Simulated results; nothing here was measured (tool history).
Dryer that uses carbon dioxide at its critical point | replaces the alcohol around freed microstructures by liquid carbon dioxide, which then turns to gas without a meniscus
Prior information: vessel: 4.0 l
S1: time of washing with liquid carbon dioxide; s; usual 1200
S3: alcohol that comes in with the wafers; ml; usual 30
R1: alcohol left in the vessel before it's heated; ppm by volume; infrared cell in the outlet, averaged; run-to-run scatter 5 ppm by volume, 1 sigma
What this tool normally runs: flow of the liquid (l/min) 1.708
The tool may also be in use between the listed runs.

run 1 hour=0.0 | S1=1200 flow_of_the_liquid_(l/min)=1.708 S3=30 | R1=25
run 2 hour=55.5 | S1=1200 flow_of_the_liquid_(l/min)=1.708 S3=75 | R1=34
run 3 hour=82.9 | S1=1200 flow_of_the_liquid_(l/min)=2.290 S3=30 | R1=37
run 4 hour=127.8 | S1=1200 flow_of_the_liquid_(l/min)=1.708 S3=30 | R1=45
run 5 hour=163.6 | S1=1200 flow_of_the_liquid_(l/min)=1.708 S3=30 | R1=58
run 6 hour=211.6 | S1=1200 flow_of_the_liquid_(l/min)=1.708 S3=30 | R1=72
run 7 hour=273.7 | S1=1200 flow_of_the_liquid_(l/min)=1.708 S3=30 | R1=86
run 8 hour=309.3 | S1=1200 flow_of_the_liquid_(l/min)=1.708 S3=30 | R1=84
run 9 hour=370.8 | S1=1200 flow_of_the_liquid_(l/min)=1.708 S3=30 | R1=102
run 10 hour=434.6 | S1=1200 flow_of_the_liquid_(l/min)=1.708 S3=30 | R1=105
run 11 hour=500.3 | S1=1200 flow_of_the_liquid_(l/min)=1.708 S3=30 | R1=130
-- hour=520.5 inlet filter changed
run 12 hour=554.3 | S1=1560 flow_of_the_liquid_(l/min)=1.708 S3=30 | R1=131
run 13 hour=620.0 | S1=1140 flow_of_the_liquid_(l/min)=1.708 S3=33 | R1=142
run 14 hour=667.3 | S1=1140 flow_of_the_liquid_(l/min)=1.708 S3=33 | R1=156
-- hour=699.6 purifier's bed changed
run 15 hour=703.7 | S1=1140 flow_of_the_liquid_(l/min)=1.708 S3=107 | R1=25
run 16 hour=736.6 | S1=1140 flow_of_the_liquid_(l/min)=1.708 S3=107 | R1=35
run 17 hour=775.5 | S1=1140 flow_of_the_liquid_(l/min)=1.708 S3=107 | R1=26
run 18 hour=835.2 | S1=1320 flow_of_the_liquid_(l/min)=2.210 S3=27 | R1=37
run 19 hour=883.3 | S1=1320 flow_of_the_liquid_(l/min)=2.640 S3=27 | R1=43

What if the next run were any one of these 4? Each begins from the tool's condition after run 19:
run A hour=947.6 | S1=1860 flow_of_the_liquid_(l/min)=1.900 S3=30 | R1=?
run B hour=947.6 | S1=1200 flow_of_the_liquid_(l/min)=2.400 S3=30 | R1=?
run C hour=947.6 | S1=960 flow_of_the_liquid_(l/min)=1.760 S3=66 | R1=?
run D hour=947.6 | S1=1200 flow_of_the_liquid_(l/min)=1.730 S3=27 | R1=?

run=A R1=66
run=B R1=60
run=C R1=99
run=D R1=72
Take away the tool's hidden state, keep each run's random variation, and the runs would have read:
run=A R1=11
run=B R1=3
run=C R1=26
run=D R1=15

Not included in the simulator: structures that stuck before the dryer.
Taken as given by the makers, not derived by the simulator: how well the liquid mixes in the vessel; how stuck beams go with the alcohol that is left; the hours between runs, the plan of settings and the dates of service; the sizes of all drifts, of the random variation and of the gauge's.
